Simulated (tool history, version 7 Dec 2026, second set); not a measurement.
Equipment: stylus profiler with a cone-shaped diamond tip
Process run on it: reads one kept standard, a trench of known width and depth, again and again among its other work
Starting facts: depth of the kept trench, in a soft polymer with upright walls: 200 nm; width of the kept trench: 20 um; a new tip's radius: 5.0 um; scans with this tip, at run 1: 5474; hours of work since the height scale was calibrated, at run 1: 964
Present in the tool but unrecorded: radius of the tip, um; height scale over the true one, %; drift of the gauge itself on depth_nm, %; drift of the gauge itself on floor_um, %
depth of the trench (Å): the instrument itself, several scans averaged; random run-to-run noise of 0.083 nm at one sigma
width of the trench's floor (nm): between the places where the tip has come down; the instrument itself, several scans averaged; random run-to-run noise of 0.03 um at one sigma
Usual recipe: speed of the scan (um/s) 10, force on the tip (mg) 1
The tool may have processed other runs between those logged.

run    hour  speed of the scan (um/s)  force on the tip (mg)  scans with this tip  hours of work since the height scale was calibrated  depth of the trench (Å)  width of the trench's floor (nm)
  1       0                        10                      1                 5474                                                  964                   2004.3                             16510
  2    66.3                         7                      1                 5700                                                 1004                   2003.7                             16530
  3   124.7                         7                      1                 5899                                                 1039                   2004.4                             16550
  4   183.2                        10                      1                 6099                                                 1074                   2004.3                             16480
  5   242.5                        10                      1                 6301                                                 1109                   2005.6                             16490
  6   298.4                        10                      1                 6492                                                 1143                   2004.6                             16490
  7   352.7                        10                      1                 6677                                                 1176                   2003.2                             16460
  8   407.6                        10                      1                 6865                                                 1209                     2004                             16400
  9   465.5                        10                      1                 7062                                                 1243                   2005.1                             16410
 10   537.9                         8                      1                 7309                                                 1287                   2003.4                             16380
 11   585.7                         8                      1                 7472                                                 1316                   2003.3                             16390
 12   658.8                         8                      1                 7722                                                 1360                   2001.6                             16370
 13     709                         5                      1                 7893                                                 1390                   2002.6                             16330
 14   777.1                         5                      1                 8125                                                 1431                   2002.3                             16370
 15   828.2                         5                      1                 8300                                                 1461                     2002                             16280
 16     875                         6                      1                 8459                                                 1489                   2002.7                             16320
 17   926.4                        10                   2.28                 8635                                                 1520                   2008.1                             16210
 18   965.8                        10                   0.64                 8769                                                 1544                   1998.7                             16220
 19     997                         2                   0.64                 8876                                                 1563                     1999                             16270
 20  1063.8                         2                   0.64                 9103                                                 1603                   1999.1                             16270
 21  1125.5                         2                   0.64                 9314                                                 1640                   1998.8                             16230
 22  1166.5                         2                   0.64                 9454                                                 1665                   2000.8                             16210
 23    1200                         2                   0.64                 9568                                                 1685                     2000                             16230
 24  1274.6                         7                   0.99                 9823                                                 1729                   2001.3                             16140
 25  1316.9                        33                   2.39                 9967                                                 1755                   2007.8                             16100
 26  1382.7                        19                   1.85                10192                                                 1794                   2005.7                             16080
 27  1414.5                        19                   1.85                10300                                                 1814                   2005.7                             16080
 28  1481.7                        19                   1.85                10530                                                 1854                   2005.3                             16040
 29  1530.3                        35                   0.61                10695                                                 1883                   1998.7                             15890
 30  1599.7                         6                   0.37                10932                                                 1925                   1995.6                             16110
 31  1650.3                         6                      2                11105                                                 1955                   2006.5                             16070
 32  1717.9                        32                   0.58                11335                                                 1996                   1996.8                             15820
 33  1781.6                        32                   1.57                11552                                                 2034                   2003.3                             15910
 34  1828.6                        10                   2.95                11713                                                 2062                   2008.8                             16000
 35  1893.8                         4                    0.9                11935                                                 2101                   1999.7                             15980
 36  1928.2                        28                   0.57                12053                                                 2122                   1997.5                             15810
 37  1991.9                        28                   0.57                12270                                                 2160                   1996.8                             15790
 38  2024.9                        28                   0.57                12383                                                 2180                   1998.2                             15770
 39  2100.9                        17                   0.72                12642                                                 2226                     1999                             15880
 40  2132.8                         3                   0.47                12751                                                 2245                   1997.6                             15870
 41  2195.6                         3                   0.47                12965                                                 2283                   1996.3                             15910
 42  2230.2                         7                   0.41                13083                                                 2304                   1994.1                             15840

Forecast run 43:
 43  2297.8                        29                   0.45                13314                                                 2344                        ?                                 ?

Run 43 gave depth of the trench (Å) 1996.3, width of the trench's floor (nm) 15680.
With the hidden condition absent and the run-to-run variation left alone, this run would have shown depth of the trench (Å) 2005.5, width of the trench's floor (nm) 16990.

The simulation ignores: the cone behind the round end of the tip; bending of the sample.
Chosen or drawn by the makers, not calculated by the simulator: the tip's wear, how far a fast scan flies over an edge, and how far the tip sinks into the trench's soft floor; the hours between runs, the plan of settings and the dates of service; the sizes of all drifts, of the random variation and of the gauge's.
